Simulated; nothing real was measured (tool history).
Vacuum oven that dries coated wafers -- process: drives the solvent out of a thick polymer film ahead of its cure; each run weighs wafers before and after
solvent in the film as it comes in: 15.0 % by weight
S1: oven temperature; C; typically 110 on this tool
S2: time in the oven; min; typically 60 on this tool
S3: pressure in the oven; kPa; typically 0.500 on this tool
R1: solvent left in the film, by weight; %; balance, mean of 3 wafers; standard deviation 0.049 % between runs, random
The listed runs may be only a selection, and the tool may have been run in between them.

run,day,S1,S2,S3,R1
1,0.000,110,60,0.500,1.63
2,1.162,110,60,0.500,1.53
3,2.208,110,60,0.500,1.49
4,3.471,110,60,0.500,1.48
5,4.242,110,60,1.254,1.76
6,5.400,122,60,0.500,0.30
7,6.983,122,60,0.500,0.34
8,8.304,110,60,0.500,1.40
9,9.783,110,60,0.500,1.38
10,11.138,110,60,0.500,1.51
11,12.221,110,60,0.500,1.46
12,13.204,110,60,0.500,1.44
13,14.642,105,60,0.379,2.34
14,16.108,115,71,0.500,0.46
15,17.229,115,71,0.500,0.46

What if the next run were any one of these 3? Each begins from the tool's condition after run 15:
A,18.817,110,60,1.532,?
B,18.817,96,36,0.852,?
C,18.817,115,106,0.500,?

run,R1
A,2.00
B,7.01
C,0.31
With no hidden state in the tool, these same runs would have given:
run,R1
A,1.99
B,7.00
C,0.30
